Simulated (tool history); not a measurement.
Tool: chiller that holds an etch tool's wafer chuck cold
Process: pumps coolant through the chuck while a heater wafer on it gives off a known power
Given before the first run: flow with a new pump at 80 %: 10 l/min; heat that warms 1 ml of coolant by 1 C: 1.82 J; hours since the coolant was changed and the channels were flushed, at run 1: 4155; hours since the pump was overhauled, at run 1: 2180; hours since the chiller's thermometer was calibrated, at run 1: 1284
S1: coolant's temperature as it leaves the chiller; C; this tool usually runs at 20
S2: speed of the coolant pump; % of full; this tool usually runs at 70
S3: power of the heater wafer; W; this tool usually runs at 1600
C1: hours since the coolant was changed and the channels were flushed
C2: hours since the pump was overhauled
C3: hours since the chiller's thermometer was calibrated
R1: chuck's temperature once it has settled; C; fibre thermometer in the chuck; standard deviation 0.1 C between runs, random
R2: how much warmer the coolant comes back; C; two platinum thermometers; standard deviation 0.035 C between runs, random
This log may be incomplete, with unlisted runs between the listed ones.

run 1 hour=0.0 | S1=20 S2=70 S3=1600 | C1=4155 C2=2180 C3=1284 | R1=33.4 R2=6.25
run 2 hour=84.7 | S1=20 S2=70 S3=1600 | C1=4240 C2=2265 C3=1369 | R1=33.6 R2=6.20
run 3 hour=138.5 | S1=20 S2=70 S3=1600 | C1=4294 C2=2319 C3=1423 | R1=33.6 R2=6.26
run 4 hour=224.9 | S1=20 S2=70 S3=1508 | C1=4380 C2=2405 C3=1509 | R1=32.8 R2=5.94
run 5 hour=278.4 | S1=20 S2=70 S3=944 | C1=4434 C2=2459 C3=1563 | R1=28.0 R2=3.77
run 6 hour=362.5 | S1=20 S2=74 S3=1600 | C1=4518 C2=2543 C3=1647 | R1=33.2 R2=5.94
run 7 hour=466.8 | S1=21 S2=70 S3=1412 | C1=4622 C2=2647 C3=1751 | R1=33.2 R2=5.55
run 8 hour=537.2 | S1=20 S2=86 S3=2182 | C1=4693 C2=2718 C3=1822 | R1=36.4 R2=6.87
run 9 hour=650.3 | S1=21 S2=74 S3=2026 | C1=4806 C2=2831 C3=1935 | R1=37.7 R2=7.58
run 10 hour=740.6 | S1=17 S2=80 S3=1015 | C1=4896 C2=2921 C3=2025 | R1=25.4 R2=3.54
-- hour=778.1 chiller's thermometer calibrated
run 11 hour=807.7 | S1=22 S2=80 S3=1085 | C1=4962 C2=2987 C3=30 | R1=30.6 R2=3.74

Forecast each of these 3 alternatives for the next run:
run A hour=862.8 | S1=23 S2=70 S3=1600 | C1=5017 C2=3042 C3=85 | R1=? R2=?
run B hour=862.8 | S1=22 S2=98 S3=1600 | C1=5017 C2=3042 C3=85 | R1=? R2=?
run C hour=862.8 | S1=22 S2=86 S3=1085 | C1=5017 C2=3042 C3=85 | R1=? R2=?

run=A R1=36.7 R2=6.32
run=B R1=33.2 R2=4.48
run=C R1=30.1 R2=3.45
With no hidden state in the tool, these same runs would have given:
run=A R1=35.3 R2=6.07
run=B R1=32.1 R2=4.31
run=C R1=29.4 R2=3.31
